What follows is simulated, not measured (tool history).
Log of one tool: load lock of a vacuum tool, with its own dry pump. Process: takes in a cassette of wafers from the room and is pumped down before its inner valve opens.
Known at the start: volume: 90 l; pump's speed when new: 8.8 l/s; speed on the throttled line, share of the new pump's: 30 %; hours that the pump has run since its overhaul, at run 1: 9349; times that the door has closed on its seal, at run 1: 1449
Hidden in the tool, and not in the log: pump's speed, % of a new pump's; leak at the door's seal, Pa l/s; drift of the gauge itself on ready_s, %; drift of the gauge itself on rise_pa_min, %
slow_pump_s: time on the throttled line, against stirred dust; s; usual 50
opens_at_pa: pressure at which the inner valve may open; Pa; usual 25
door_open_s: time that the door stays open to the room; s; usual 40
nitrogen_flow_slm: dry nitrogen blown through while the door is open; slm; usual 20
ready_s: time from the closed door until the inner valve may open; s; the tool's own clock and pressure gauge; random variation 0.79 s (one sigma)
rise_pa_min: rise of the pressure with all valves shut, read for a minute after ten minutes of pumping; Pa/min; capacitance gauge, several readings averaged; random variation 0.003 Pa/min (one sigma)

run,hour,slow_pump_s,opens_at_pa,door_open_s,nitrogen_flow_slm,hours that the pump has run since its overhaul,times that the door has closed on its seal,"incoming humidity of the room's air, %",ready_s,rise_pa_min
1,0,50,25,40,20,9349,1449,45.8,140.6,0.016
# hour 275.5: dry pump taken out, an overhauled one fitted
2,281.4,50,25,40,20,6,1761,42.5,123.3,0.011
3,556.1,50,25,40,20,281,2073,43.8,121.4,0.02
4,786.4,50,25,40,20,511,2334,45.3,121.6,0.023
5,1135.7,50,25,40,20,860,2731,44.1,122.1,0.023
6,1322.5,50,25,33,20,1047,2943,47.3,123.2,0.024
7,1571.8,50,25,240,20,1296,3225,46.7,123.3,0.04
8,1897.6,50,26,40,20,1622,3595,43.4,122.5,0.03
9,2107.6,63,26,40,20,1832,3833,47.4,133.6,0.033
10,2343.6,50,25,40,20,2068,4101,45,124.4,0.028
11,2628.7,50,25,40,20,2353,4424,44.4,126.5,0.03
12,2894.3,50,25,40,20,2619,4726,44.2,127.2,0.024
13,3140.4,50,25,40,20,2865,5005,46.5,129,0.032
14,3465.6,50,25,40,20,3190,5374,45.6,127.1,0.034
15,3843.8,50,25,40,20,3568,5803,41.4,128.2,0.034
16,4117.2,65,25,40,20,3842,6113,43.9,139.1,0.036
17,4279.2,65,25,40,20,4004,6297,41,139.6,0.038
18,4454.7,65,25,40,20,4179,6496,46.3,139.9,0.04
19,4648.4,65,25,40,20,4373,6716,43.5,138.4,0.037
20,5018.1,50,47,199,5,4743,7135,44.2,124.2,0.068
21,5175.8,50,47,199,5,4900,7314,44.8,122.9,0.067
22,5399.5,50,47,199,4,5124,7568,45.6,122.8,0.068
23,5653.2,33,21,199,4,5378,7855,47,122.1,0.075
24,5997.5,38,25,40,20,5722,8246,43.1,124.2,0.047
25,6321.3,42,26,40,20,6046,8613,45.9,127.4,0.049
26,6519.9,42,26,40,20,6244,8839,45.9,127.3,0.052
27,6707.4,50,23,40,20,6432,9051,47.5,135,0.051
28,6950.7,30,30,64,16,6675,9327,44.8,119.9,0.06
29,7268.5,98,33,167,27,6993,9688,43,163.7,0.058
30,7577.4,38,38,59,20,7302,10038,45.9,122.3,0.061
31,7939.4,38,38,59,20,7664,10449,42.9,122.9,0.062
32,8113.2,26,38,59,6,7838,10646,44.9,115.9,0.075
33,8436.1,50,25,28,20,8161,11013,41.7,138,0.063
34,8790.1,50,25,26,20,8515,11414,43.5,140.5,0.068
35,9152.1,50,25,26,20,8877,11825,43.2,138.2,0.068
36,9448,50,24,80,20,9172,12160,44.2,140.9,0.075
37,9763.1,50,34,40,7,9488,12518,44.3,137.2,0.087

How the hidden state differs across the entries between the runs, from the last listed run before each to the first after it:
Between runs 1 and 2: dry pump taken out, an overhauled one fitted (hour 275.5)
  pump's speed, % of a new pump's: 78.3 -> 98.9; leak at the door's seal, Pa l/s: 0.0074 -> 0.0089
  measured less the result without the state, ready_s: +19.7 -> +0.8 s; rise_pa_min: +0.003 -> +0.005 Pa/min

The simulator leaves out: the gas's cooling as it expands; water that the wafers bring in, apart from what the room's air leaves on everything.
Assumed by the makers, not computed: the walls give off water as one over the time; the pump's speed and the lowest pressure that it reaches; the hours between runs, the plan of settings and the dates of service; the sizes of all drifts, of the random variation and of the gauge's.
